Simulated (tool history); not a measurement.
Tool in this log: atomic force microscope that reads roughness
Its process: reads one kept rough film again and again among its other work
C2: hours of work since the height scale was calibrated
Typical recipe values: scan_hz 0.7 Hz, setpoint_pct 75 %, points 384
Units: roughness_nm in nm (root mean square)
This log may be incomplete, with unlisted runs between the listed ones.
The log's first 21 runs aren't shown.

At hour 256: new tip fitted.
Run 22, hour 258.3: usual settings but scan_hz 0.677 Hz, setpoint_pct 62 %, points 912; pictures with this tip 3; C2 245. Result: roughness_nm 2.65 nm (root mean square).
Run 23, hour 271.2: usual settings but scan_hz 0.544 Hz, setpoint_pct 61 %, points 912; pictures with this tip 20; C2 250. Result: roughness_nm 2.619 nm (root mean square).
Run 24, hour 279.4: usual settings but setpoint_pct 81 %; pictures with this tip 31; C2 253. Result: roughness_nm 2.461 nm (root mean square).
Run 25, hour 294.4: usual settings but scan_hz 3.174 Hz, setpoint_pct 60 %, points 930; pictures with this tip 51; C2 259. Result: roughness_nm 2.349 nm (root mean square).
Run 26, hour 302.3: usual settings but scan_hz 3.009 Hz, setpoint_pct 70 %, points 519; pictures with this tip 61; C2 262. Result: roughness_nm 2.189 nm (root mean square).
At hour 315.3: new tip fitted.
Run 27, hour 316.8: usual settings but scan_hz 3.009 Hz, setpoint_pct 70 %, points 519; pictures with this tip 1; C2 268. Result: roughness_nm 2.309 nm (root mean square).
Run 28, hour 327.7: usual settings but scan_hz 1.699 Hz, setpoint_pct 86 %, points 519; pictures with this tip 16; C2 272. Result: roughness_nm 2.194 nm (root mean square).
Run 29, hour 341.4: usual settings but scan_hz 1.699 Hz, setpoint_pct 86 %, points 519; pictures with this tip 34; C2 278. Result: roughness_nm 2.157 nm (root mean square).
Run 30, hour 355.7: usual settings but scan_hz 0.57 Hz, setpoint_pct 61 %, points 848; pictures with this tip 53; C2 284. Result: roughness_nm 2.531 nm (root mean square).
Run 31, hour 363.7: usual settings but scan_hz 2.758 Hz, setpoint_pct 72 %, points 264; pictures with this tip 63; C2 287. Result: roughness_nm 2.172 nm (root mean square).
At hour 374.9: new tip fitted.
Run 32, hour 376.9: usual settings but scan_hz 1.71 Hz, setpoint_pct 66 %, points 264; pictures with this tip 3; C2 292. Result: roughness_nm 2.51 nm (root mean square).
Run 33, hour 391.8: usual settings but scan_hz 0.727 Hz, setpoint_pct 72 %; pictures with this tip 23; C2 298. Result: roughness_nm 2.537 nm (root mean square).
Run 34, hour 408.2: usual settings but points 505; pictures with this tip 44; C2 304. Result: roughness_nm 2.463 nm (root mean square).
Run 35, hour 417.1: usual settings but scan_hz 3.608 Hz, setpoint_pct 89 %, points 410; pictures with this tip 56; C2 308. Result: roughness_nm 1.668 nm (root mean square).

Consider 5 possible next runs. They are alternatives, not a sequence: every one starts from the tool as it was left by run 35. What does each give?
Run A, hour 431.7: usual settings but scan_hz 1.148 Hz, setpoint_pct 86 %, points 963; pictures with this tip 75; C2 314. Result: roughness_nm ?.
Run B, hour 431.7: usual settings but scan_hz 0.532 Hz, setpoint_pct 76 %, points 410; pictures with this tip 75; C2 314. Result: roughness_nm ?.
Run C, hour 431.7: usual settings but setpoint_pct 83 %; pictures with this tip 75; C2 314. Result: roughness_nm ?.
Run D, hour 431.7: usual settings but scan_hz 0.759 Hz, setpoint_pct 78 %, points 282; pictures with this tip 75; C2 314. Result: roughness_nm ?.
Run E, hour 431.7: usual settings but scan_hz 0.804 Hz, setpoint_pct 69 %, points 300; pictures with this tip 75; C2 314. Result: roughness_nm ?.

run  roughness_nm
  A         2.189
  B         2.421
  C         2.349
  D         2.379
  E         2.423
Without the tool's unlogged condition, the same runs would have read:
run  roughness_nm
  A         2.364
  B         2.614
  C         2.536
  D         2.569
  E         2.616

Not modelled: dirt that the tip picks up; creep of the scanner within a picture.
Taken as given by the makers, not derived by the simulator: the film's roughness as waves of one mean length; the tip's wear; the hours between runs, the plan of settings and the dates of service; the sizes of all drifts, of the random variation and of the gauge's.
